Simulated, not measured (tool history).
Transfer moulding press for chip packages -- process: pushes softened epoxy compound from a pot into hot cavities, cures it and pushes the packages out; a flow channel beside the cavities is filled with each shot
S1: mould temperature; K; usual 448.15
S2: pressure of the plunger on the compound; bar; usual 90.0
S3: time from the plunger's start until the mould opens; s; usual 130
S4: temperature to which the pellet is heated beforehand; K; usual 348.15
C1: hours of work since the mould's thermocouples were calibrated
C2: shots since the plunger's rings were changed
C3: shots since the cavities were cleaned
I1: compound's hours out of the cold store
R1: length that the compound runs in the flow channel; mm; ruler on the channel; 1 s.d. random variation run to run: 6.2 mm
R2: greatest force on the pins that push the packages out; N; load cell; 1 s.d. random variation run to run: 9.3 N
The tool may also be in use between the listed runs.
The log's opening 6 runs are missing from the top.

Run 7, hour 118.8: usual settings; C1 455; C2 4040; C3 1032; I1 26.2. Result: R1 926 mm, R2 430 N.
Run 8, hour 131.0: usual settings; C1 461; C2 4125; C3 1117; I1 18.3. Result: R1 962 mm, R2 429 N.
At hour 142.5: cavities cleaned with cleaning compound and waxed.
Run 9, hour 151.2: usual settings but S4 344.15 K; C1 471; C2 4257; C3 62; I1 26.9. Result: R1 938 mm, R2 433 N.
Run 10, hour 166.8: usual settings but S4 351.15 K; C1 479; C2 4366; C3 171; I1 29.6. Result: R1 936 mm, R2 426 N.
Run 11, hour 189.6: usual settings but S4 351.15 K; C1 491; C2 4525; C3 330; I1 26.2. Result: R1 933 mm, R2 431 N.
Run 12, hour 199.4: usual settings but S4 351.15 K; C1 496; C2 4593; C3 398; I1 43.6. Result: R1 873 mm, R2 429 N.
Run 13, hour 210.3: usual settings but S3 122 s; C1 501; C2 4670; C3 475; I1 18.3. Result: R1 953 mm, R2 449 N.
Run 14, hour 224.1: usual settings but S3 122 s; C1 509; C2 4767; C3 572; I1 14.7. Result: R1 988 mm, R2 434 N.
Run 15, hour 241.7: usual settings but S3 122 s; C1 518; C2 4890; C3 695; I1 16.8. Result: R1 965 mm, R2 463 N.
Run 16, hour 253.1: usual settings but S2 102.9 bar, S4 346.15 K; C1 524; C2 4969; C3 774; I1 28.1. Result: R1 989 mm, R2 425 N.
Run 17, hour 267.7: usual settings but S1 444.15 K, S2 79.3 bar; C1 531; C2 5072; C3 877; I1 22.0. Result: R1 893 mm, R2 479 N.

Estimate the outcome of run 18 from the log above:
Run 18, hour 282.9: usual settings but S2 91.7 bar, S3 158 s; C1 539; C2 5178; C3 983; I1 27.6. Result: R1 ?, R2 ?.

{"run 18": {"R1": 934, "R2": 402}}
On a tool with no hidden condition, and with the same random variation, this run would have come out at R1 935 mm, R2 397 N.
